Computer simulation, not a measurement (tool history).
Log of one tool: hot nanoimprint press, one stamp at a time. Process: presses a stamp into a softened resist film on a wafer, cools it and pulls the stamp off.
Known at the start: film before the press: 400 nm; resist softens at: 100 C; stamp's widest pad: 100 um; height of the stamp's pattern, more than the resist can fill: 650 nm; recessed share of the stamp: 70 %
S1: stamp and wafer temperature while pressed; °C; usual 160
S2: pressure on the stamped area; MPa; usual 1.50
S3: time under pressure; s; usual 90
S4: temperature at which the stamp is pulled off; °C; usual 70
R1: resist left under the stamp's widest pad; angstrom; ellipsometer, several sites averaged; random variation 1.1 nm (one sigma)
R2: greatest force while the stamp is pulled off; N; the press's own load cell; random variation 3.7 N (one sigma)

run,hour,S1,S2,S3,S4,R1,R2
1,0.0,160,1.50,90,70,1695,249
2,17.5,160,1.50,90,70,1718,262
3,35.5,160,1.50,53,70,2036,267
4,65.8,160,1.50,53,70,2046,283
5,96.2,160,1.50,90,76,1730,244
6,126.3,160,1.50,90,76,1724,270
# hour 165.0: stamp cleaned and given a new release coat
7,171.3,160,1.50,90,76,1728,148
8,193.7,160,1.50,90,76,1735,160
9,224.5,160,1.50,90,76,1722,175
10,251.5,160,1.50,90,70,1749,218
11,272.8,160,1.50,90,70,1743,224
12,293.0,160,1.50,90,70,1759,228
# hour 320.5: press's hydraulic seals changed and the load cell set to zero
13,330.3,168,1.50,90,70,1206,256
14,357.5,168,1.50,90,70,1210,266
15,389.7,168,0.99,90,70,1538,284
16,407.9,169,1.50,90,63,1152,344
17,434.2,169,1.50,90,63,1157,361
# hour 466.6: plate thermocouple calibrated
18,471.4,160,0.95,90,60,2129,399
# hour 499.5: stamp cleaned and given a new release coat
19,500.6,160,0.95,90,60,2135,231
20,517.8,160,0.95,90,60,2125,236
21,548.8,160,0.95,90,60,2118,257
22,588.4,160,1.50,153,55,1402,306
23,618.9,160,1.01,94,55,2033,320
24,649.8,160,1.53,94,55,1650,346
25,687.4,160,1.53,94,55,1657,376
26,720.4,159,0.92,94,57,2253,367
27,739.4,159,0.92,94,57,2218,388
28,762.8,159,0.92,94,57,2255,396
29,796.4,166,1.00,76,73,1777,280
# hour 822.8: stamp cleaned and given a new release coat
30,823.0,172,2.07,76,77,912,147

Measured less the same run without the tool's hidden state. The same run-to-run variation is in both; the gauge's scatter may not be:
The hidden state here: true temperature over the reading, C; pressure that arrives at the usual setting, %; grip of the stamp's worn release coat, % over a new coat's; drift of the gauge itself on residual_nm, %; drift of the gauge itself on pull_off_n, %.
run,R1,R2
1,+58,+70
2,+61,+80
3,+71,+87
4,+76,+102
5,+75,+97
6,+79,+116
7,+85,+4
8,+90,+12
9,+94,+24
10,+99,+39
11,+103,+48
12,+106,+56
13,+33,+74
14,+36,+86
15,+47,+102
16,+39,+130
17,+41,+147
18,+19,+171
19,+23,+1
20,+25,+10
21,+29,+27
22,+31,+54
23,+40,+73
24,+45,+94
25,+51,+120
26,+58,+132
27,+59,+148
28,+64,+161
29,+59,+123
30,+42,+4

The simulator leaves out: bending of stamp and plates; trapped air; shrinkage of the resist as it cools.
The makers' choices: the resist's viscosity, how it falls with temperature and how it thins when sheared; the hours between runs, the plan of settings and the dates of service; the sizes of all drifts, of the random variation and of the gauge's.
